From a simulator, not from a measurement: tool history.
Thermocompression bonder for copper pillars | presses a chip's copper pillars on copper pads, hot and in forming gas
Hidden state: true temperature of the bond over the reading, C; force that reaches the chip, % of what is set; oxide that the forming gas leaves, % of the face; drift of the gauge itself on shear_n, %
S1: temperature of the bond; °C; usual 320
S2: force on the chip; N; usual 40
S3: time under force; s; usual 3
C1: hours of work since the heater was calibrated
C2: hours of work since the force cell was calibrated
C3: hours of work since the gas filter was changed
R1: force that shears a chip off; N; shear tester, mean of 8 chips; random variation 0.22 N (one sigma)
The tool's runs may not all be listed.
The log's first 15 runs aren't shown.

run	day	S1	S2	S3	C1	C2	C3	R1
16	43.467	307	40	3	1179	1013	209	42.4
17	47.029	320	40	3	1213	1047	244	50.6
18	49.396	320	40	3	1236	1070	266	50.3
# day 49.692: force cell calibrated
19	52.654	320	40	3	1267	28	297	49.7
20	54.558	320	40	3	1285	47	316	49.1
21	56.179	312	27	3	1301	62	331	32.6
# day 57.221: forming gas filter changed
# day 58.912: force cell calibrated, once more
22	59.883	312	27	3	1335	9	25	34.6
23	63.638	304	42	4	1371	45	61	49.2
24	67.154	304	42	4	1405	79	95	48.7
25	70.583	320	54	2	1438	112	128	56.1

The next listed run, before its measurement:
# day 72.221: heater calibrated with a thermocouple chip
26	73.542	348	29	2	13	140	156	?

Run 26 gave R1 45.5 N.
Without the tool's hidden state the same run would have given R1 46 N.
